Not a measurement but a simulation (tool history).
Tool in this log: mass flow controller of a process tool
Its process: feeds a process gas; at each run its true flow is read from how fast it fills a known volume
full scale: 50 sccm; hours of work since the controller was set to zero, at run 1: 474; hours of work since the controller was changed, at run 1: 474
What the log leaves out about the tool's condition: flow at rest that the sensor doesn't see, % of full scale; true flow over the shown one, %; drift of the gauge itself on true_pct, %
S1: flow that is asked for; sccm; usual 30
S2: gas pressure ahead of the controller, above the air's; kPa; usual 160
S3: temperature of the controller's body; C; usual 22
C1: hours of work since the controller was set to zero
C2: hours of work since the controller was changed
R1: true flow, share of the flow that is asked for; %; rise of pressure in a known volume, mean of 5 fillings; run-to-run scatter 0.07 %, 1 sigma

| run | hour | S1 | S2 | S3 | C1 | C2 | R1 |
|---|---|---|---|---|---|---|---|
| 1 | 0.0 | 30 | 160 | 22 | 474 | 474 | 99.71 |
| 2 | 277.4 | 30 | 160 | 22 | 639 | 639 | 99.76 |
| 3 | 505.2 | 30 | 160 | 22 | 774 | 774 | 99.91 |
| 4 | 808.5 | 30 | 160 | 22 | 955 | 955 | 99.96 |
| 5 | 1207.0 | 30 | 160 | 22 | 1191 | 1191 | 100.18 |
| 6 | 1584.8 | 30 | 160 | 22 | 1416 | 1416 | 100.39 |
| 7 | 1862.8 | 30 | 239 | 22 | 1581 | 1581 | 100.32 |
| 8 | 2117.4 | 30 | 239 | 22 | 1732 | 1732 | 100.36 |
| 9 | 2414.4 | 30 | 239 | 22 | 1909 | 1909 | 100.66 |
| 10 | 2773.5 | 9 | 246 | 21 | 2122 | 2122 | 101.41 |
| 11 | 2998.1 | 30 | 170 | 23 | 2255 | 2255 | 101.02 |
| 12 | 3205.6 | 24 | 173 | 23 | 2379 | 2379 | 101.13 |
| 13 | 3567.1 | 30 | 190 | 29 | 2594 | 2594 | 101.63 |
| 14 | 3736.5 | 14 | 160 | 22 | 2694 | 2694 | 101.76 |
| 15 | 3971.7 | 14 | 160 | 22 | 2834 | 2834 | 101.73 |
| 16 | 4341.5 | 43 | 240 | 22 | 3054 | 3054 | 101.62 |
| 17 | 4603.1 | 43 | 240 | 22 | 3209 | 3209 | 101.60 |
| 18 | 4901.8 | 13 | 153 | 22 | 3386 | 3386 | 102.47 |

Each row is a separate what-if for the run after 18, all from the same tool condition, not one after another. Results?
| A | 5173.6 | 30 | 179 | 20 | 3548 | 3548 | ? |
| B | 5173.6 | 13 | 187 | 22 | 3548 | 3548 | ? |
| C | 5173.6 | 13 | 153 | 26 | 3548 | 3548 | ? |
| D | 5173.6 | 13 | 197 | 30 | 3548 | 3548 | ? |
| E | 5173.6 | 8 | 204 | 31 | 3548 | 3548 | ? |

| run | R1 |
|---|---|
| A | 101.55 |
| B | 102.66 |
| C | 103.07 |
| D | 103.12 |
| E | 104.62 |
Without the tool's unlogged condition, the same runs would have read:
| run | R1 |
|---|---|
| A | 98.86 |
| B | 98.51 |
| C | 98.93 |
| D | 98.98 |
| E | 98.88 |

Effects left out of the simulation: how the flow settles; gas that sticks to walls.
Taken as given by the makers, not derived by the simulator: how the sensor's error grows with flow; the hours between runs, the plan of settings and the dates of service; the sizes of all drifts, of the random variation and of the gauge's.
